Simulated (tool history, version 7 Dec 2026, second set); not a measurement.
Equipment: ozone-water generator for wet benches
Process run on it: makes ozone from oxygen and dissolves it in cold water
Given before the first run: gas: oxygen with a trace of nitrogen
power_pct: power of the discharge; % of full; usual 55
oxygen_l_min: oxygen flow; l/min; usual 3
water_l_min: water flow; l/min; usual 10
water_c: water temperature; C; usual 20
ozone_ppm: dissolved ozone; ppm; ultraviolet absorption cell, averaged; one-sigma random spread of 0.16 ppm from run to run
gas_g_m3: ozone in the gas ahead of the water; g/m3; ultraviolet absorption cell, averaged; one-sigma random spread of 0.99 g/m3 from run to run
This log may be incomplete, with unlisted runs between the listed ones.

run   hour  power_pct  oxygen_l_min  water_l_min  water_c  ozone_ppm  gas_g_m3
  1      0         55             3           10       20       20.1     171.1
  2   50.4         55             3           10       20       19.9     168.2
  3  105.8         55          3.36           10       20       19.9     160.5
  4  184.3         55          3.36           10       20         20     160.6
  5  254.9         55          3.36           10       20       19.8     157.7
  6  323.4         55          3.36           10       20       19.8     158.2
  7  403.2         55          3.36           10       20         20     157.3
  8  473.3         55          3.36           10       20       19.9     157.2
  9  507.2         41          3.59           10       20       16.7     129.4
 10    554         41          3.59           10       20       16.9     130.5
 11  610.7         59          3.59            9       16       23.3     158.1
       615  -- water thermometer calibrated
 12  656.2         45          3.59            8       16       21.6     136.7
 13  720.6         45          3.59           16       23       11.7     135.7
 14  757.9         45          2.62           12       23       14.8     163.3
 15  838.8         45          2.62           12       23       14.7     162.2

Below are 4 alternative next runs, each starting from the tool's condition after run 15. Predict each:
  A  920.8         45          3.01           13       23          ?         ?
  B  920.8         55          2.81           10       20          ?         ?
  C  920.8         74          3.26           10       20          ?         ?
  D  920.8         55             3           10       20          ?         ?

run  ozone_ppm  gas_g_m3
  A       13.7     148.9
  B       19.7     171.4
  C       22.2     184.1
  D       19.4     166.2
Without the tool's hidden state the same runs would have given:
run  ozone_ppm  gas_g_m3
  A       14.6       153
  B         21     176.8
  C       23.8     190.9
  D       20.7     171.5
